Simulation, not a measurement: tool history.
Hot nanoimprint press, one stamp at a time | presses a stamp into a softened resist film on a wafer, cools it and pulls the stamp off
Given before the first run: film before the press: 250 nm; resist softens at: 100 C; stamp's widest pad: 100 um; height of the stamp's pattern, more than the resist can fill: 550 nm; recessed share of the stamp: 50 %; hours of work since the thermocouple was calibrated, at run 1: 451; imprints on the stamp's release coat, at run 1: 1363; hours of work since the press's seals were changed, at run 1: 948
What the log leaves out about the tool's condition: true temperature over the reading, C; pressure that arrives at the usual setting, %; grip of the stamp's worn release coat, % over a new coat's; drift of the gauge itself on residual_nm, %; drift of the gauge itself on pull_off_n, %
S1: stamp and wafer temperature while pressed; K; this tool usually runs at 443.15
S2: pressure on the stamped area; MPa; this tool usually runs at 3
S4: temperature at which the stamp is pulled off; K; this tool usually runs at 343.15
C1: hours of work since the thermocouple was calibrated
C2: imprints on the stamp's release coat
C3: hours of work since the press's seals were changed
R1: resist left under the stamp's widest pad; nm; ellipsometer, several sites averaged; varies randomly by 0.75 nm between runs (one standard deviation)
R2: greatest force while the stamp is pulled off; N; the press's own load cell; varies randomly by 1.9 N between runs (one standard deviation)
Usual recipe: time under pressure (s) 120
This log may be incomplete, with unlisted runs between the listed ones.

Run 1, hour 0: usual settings; C1 451; C2 1363; C3 948. Result: R1 105.1 nm, R2 133 N.
At hour 12.1: stamp cleaned and given a new release coat.
At hour 49.1: press's hydraulic seals changed and the load cell set to zero.
At hour 64.5: plate thermocouple calibrated.
Run 2, hour 65.5: usual settings; C1 0; C2 95; C3 6. Result: R1 110.9 nm, R2 115 N.
Run 3, hour 107.9: usual settings; C1 18; C2 189; C3 23. Result: R1 110.7 nm, R2 120 N.
Run 4, hour 155.5: usual settings; C1 38; C2 296; C3 43. Result: R1 109.8 nm, R2 119 N.
Run 5, hour 199.3: usual settings; C1 56; C2 394; C3 62. Result: R1 109.3 nm, R2 122 N.
Run 6, hour 255.4: usual settings; C1 80; C2 520; C3 85. Result: R1 109.6 nm, R2 119 N.
Run 7, hour 312.2: usual settings but S4 333.15 K; C1 104; C2 647; C3 109. Result: R1 109.1 nm, R2 130 N.
Run 8, hour 366: usual settings but S4 333.15 K; C1 126; C2 767; C3 131. Result: R1 109.2 nm, R2 138 N.
Run 9, hour 402.2: usual settings but S1 440.15 K; C1 141; C2 848; C3 147. Result: R1 122.6 nm, R2 130 N.
Run 10, hour 443: usual settings; C1 158; C2 939; C3 164. Result: R1 107.9 nm, R2 131 N.
Run 11, hour 491.3: usual settings; C1 179; C2 1047; C3 184. Result: R1 107.4 nm, R2 129 N.
Run 12, hour 531.4: usual settings but S2 2.54 MPa; C1 195; C2 1137; C3 201. Result: R1 114.4 nm, R2 132 N.
Run 13, hour 571.5: usual settings but S2 2.54 MPa; C1 212; C2 1226; C3 217. Result: R1 115.1 nm, R2 130 N.
Run 14, hour 624.9: usual settings but S2 2.54 MPa; C1 235; C2 1346; C3 240. Result: R1 114.4 nm, R2 134 N.
At hour 647.2: stamp cleaned and given a new release coat.
Run 15, hour 683.9: usual settings; C1 257; C2 83; C3 262. Result: R1 107 nm, R2 118 N.
Run 16, hour 729.1: usual settings but S1 437.15 K, S2 4.09 MPa, S4 337.15 K; C1 276; C2 184; C3 281. Result: R1 120.3 nm, R2 123 N.
Run 17, hour 764.3: usual settings but S2 3.91 MPa, time under pressure (s) 84; C1 290; C2 262; C3 296. Result: R1 109.2 nm, R2 117 N.
Run 18, hour 797.4: usual settings but S2 3.91 MPa, time under pressure (s) 224, S4 341.15 K; C1 304; C2 336; C3 310. Result: R1 71.2 nm, R2 118 N.
Run 19, hour 828.6: usual settings but time under pressure (s) 233; C1 317; C2 406; C3 323. Result: R1 79.7 nm, R2 123 N.
Run 20, hour 872: usual settings but time under pressure (s) 60, S4 338.15 K; C1 336; C2 503; C3 341. Result: R1 136.5 nm, R2 127 N.

What does the tool deliver on the next run?
Run 21, hour 936.2: usual settings but time under pressure (s) 60, S4 338.15 K; C1 362; C2 647; C3 368. Result: R1 ?, R2 ?.

For run 21 the tool returned R1 136.3 nm, R2 130 N.
Minus the tool's unlogged condition, the same run would have read R1 143.3 nm, R2 120 N.

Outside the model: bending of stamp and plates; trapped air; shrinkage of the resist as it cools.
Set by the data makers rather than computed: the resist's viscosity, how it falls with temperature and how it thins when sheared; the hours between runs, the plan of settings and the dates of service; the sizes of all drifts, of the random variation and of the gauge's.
